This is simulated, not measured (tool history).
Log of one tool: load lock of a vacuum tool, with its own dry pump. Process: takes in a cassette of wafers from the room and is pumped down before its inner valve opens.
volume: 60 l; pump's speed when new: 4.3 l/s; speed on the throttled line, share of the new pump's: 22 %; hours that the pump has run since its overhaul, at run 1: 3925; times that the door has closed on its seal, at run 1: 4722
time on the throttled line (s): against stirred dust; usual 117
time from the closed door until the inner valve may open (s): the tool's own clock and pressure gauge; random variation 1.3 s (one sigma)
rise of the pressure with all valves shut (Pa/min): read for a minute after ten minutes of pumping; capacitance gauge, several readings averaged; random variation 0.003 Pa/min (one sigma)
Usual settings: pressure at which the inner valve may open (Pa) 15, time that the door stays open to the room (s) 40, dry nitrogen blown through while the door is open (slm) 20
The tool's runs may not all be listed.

run    hour  time on the throttled line (s)  pressure at which the inner valve may open (Pa)  time that the door stays open to the room (s)  dry nitrogen blown through while the door is open (slm)  hours that the pump has run since its overhaul  times that the door has closed on its seal  incoming humidity of the room's air, %  time from the closed door until the inner valve may open (s)  rise of the pressure with all valves shut (Pa/min)
  1       0                             117                                               15                                             40                                                       20                                            3925                                        4722                                      45                                                         225.6                                               0.044
  2    76.9                             117                                               15                                             40                                                       20                                            4002                                        4872                                    46.8                                                         226.4                                               0.042
  3   170.4                             117                                               15                                             40                                                       20                                            4096                                        5054                                    42.9                                                         227.2                                               0.038
  4   255.1                             117                                               15                                             40                                                       20                                            4180                                        5220                                    46.9                                                         231.1                                               0.042
  5   306.8                             117                                               15                                             40                                                       20                                            4232                                        5321                                    46.2                                                         228.2                                               0.046
  6   365.4                             117                                               15                                             40                                                       20                                            4291                                        5435                                    44.6                                                         223.8                                               0.043
  7   461.2                             117                                               15                                             40                                                       20                                            4387                                        5622                                    46.7                                                         227.7                                                0.05
  8   506.9                              93                                               15                                             40                                                       20                                            4432                                        5711                                    44.1                                                         210.5                                               0.048
  9   552.3                              93                                               15                                             40                                                       20                                            4478                                        5800                                    49.2                                                         212.4                                               0.045
 10   600.6                              93                                               15                                             40                                                       20                                            4526                                        5894                                    44.2                                                         207.7                                               0.047
 11   666.5                              93                                               15                                             40                                                       20                                            4592                                        6023                                    44.5                                                         208.7                                               0.045
 12   734.9                             117                                               15                                             40                                                       20                                            4660                                        6156                                    45.5                                                         228.9                                               0.044
 13   805.5                             117                                               15                                             75                                                       20                                            4731                                        6294                                    44.6                                                         227.9                                               0.055
 14   849.1                             117                                               15                                             40                                                       27                                            4774                                        6379                                    46.5                                                         227.2                                               0.038
 15   899.8                             117                                               15                                             40                                                       27                                            4825                                        6478                                    41.4                                                         228.8                                                0.04
 16   989.2                              96                                               15                                             40                                                       20                                            4915                                        6653                                    45.8                                                         214.1                                               0.047
 17  1078.8                              96                                               15                                             40                                                       20                                            5004                                        6828                                    42.9                                                         212.1                                               0.045
 18  1125.3                              96                                               15                                             40                                                       20                                            5051                                        6919                                    40.2                                                           214                                               0.049
 19  1210.9                              96                                               15                                             40                                                       20                                            5136                                        7086                                    42.6                                                         211.8                                               0.052
 20    1288                              96                                               15                                             40                                                       20                                            5213                                        7236                                    44.2                                                           212                                               0.049
 21  1364.3                             117                                               15                                            106                                                        4                                            5290                                        7385                                    43.1                                                         230.6                                               0.093
 22  1429.9                              78                                               16                                            131                                                       42                                            5355                                        7513                                    42.9                                                         199.7                                               0.059
 23  1475.1                              79                                               23                                            131                                                       42                                            5400                                        7602                                    41.4                                                         193.1                                               0.055
 24  1524.9                              79                                               23                                            131                                                       42                                            5450                                        7699                                    46.3                                                         193.4                                                0.06
 25  1599.6                              79                                               23                                            131                                                       42                                            5525                                        7845                                    41.4                                                         194.2                                                0.06
 26    1663                              98                                               23                                             62                                                       10                                            5588                                        7968                                    46.7                                                         209.5                                               0.072
 27  1730.8                              98                                               23                                             62                                                       10                                            5656                                        8101                                    49.3                                                         209.3                                               0.073
 28  1794.1                              98                                               23                                             62                                                       10                                            5719                                        8224                                    43.8                                                         207.9                                               0.072
 29  1852.5                              66                                               23                                             49                                                       18                                            5778                                        8338                                    45.2                                                           186                                               0.059
 30  1896.2                              61                                               16                                             38                                                       27                                            5822                                        8424                                    42.4                                                         187.2                                               0.047
 31  1971.2                              59                                               16                                             62                                                       27                                            5897                                        8570                                    47.6                                                           187                                               0.062
 32  2049.4                              64                                               15                                            179                                                       20                                            5975                                        8723                                    43.6                                                           191                                               0.084
 33  2098.2                             156                                               14                                            168                                                       10                                            6024                                        8818                                    45.6                                                         260.7                                               0.104
 34  2170.3                             117                                               22                                             32                                                       20                                            6096                                        8959                                    45.6                                                         225.4                                               0.051
 35  2261.2                             117                                               22                                            178                                                        4                                            6187                                        9136                                    46.4                                                         225.4                                                0.13
 36  2340.7                              63                                               29                                            158                                                       15                                            6266                                        9291                                      44                                                         179.8                                               0.088

Forecast each of these 3 alternatives for the next run:
  A  2404.9                             126                                               15                                             40                                                        8                                            6330                                        9417                                    45.6                                                             ?                                                   ?
  B  2404.9                             117                                               16                                             27                                                       11                                            6330                                        9417                                    43.6                                                             ?                                                   ?
  C  2404.9                             194                                               15                                             40                                                       13                                            6330                                        9417                                    44.3                                                             ?                                                   ?

run  time from the closed door until the inner valve may open (s)  rise of the pressure with all valves shut (Pa/min)
  A                                                         239.1                                               0.064
  B                                                         233.5                                               0.054
  C                                                         286.9                                               0.066
Without the tool's hidden state the same runs would have given:
run  time from the closed door until the inner valve may open (s)  rise of the pressure with all valves shut (Pa/min)
  A                                                         223.4                                               0.035
  B                                                         217.1                                               0.025
  C                                                         273.4                                               0.037

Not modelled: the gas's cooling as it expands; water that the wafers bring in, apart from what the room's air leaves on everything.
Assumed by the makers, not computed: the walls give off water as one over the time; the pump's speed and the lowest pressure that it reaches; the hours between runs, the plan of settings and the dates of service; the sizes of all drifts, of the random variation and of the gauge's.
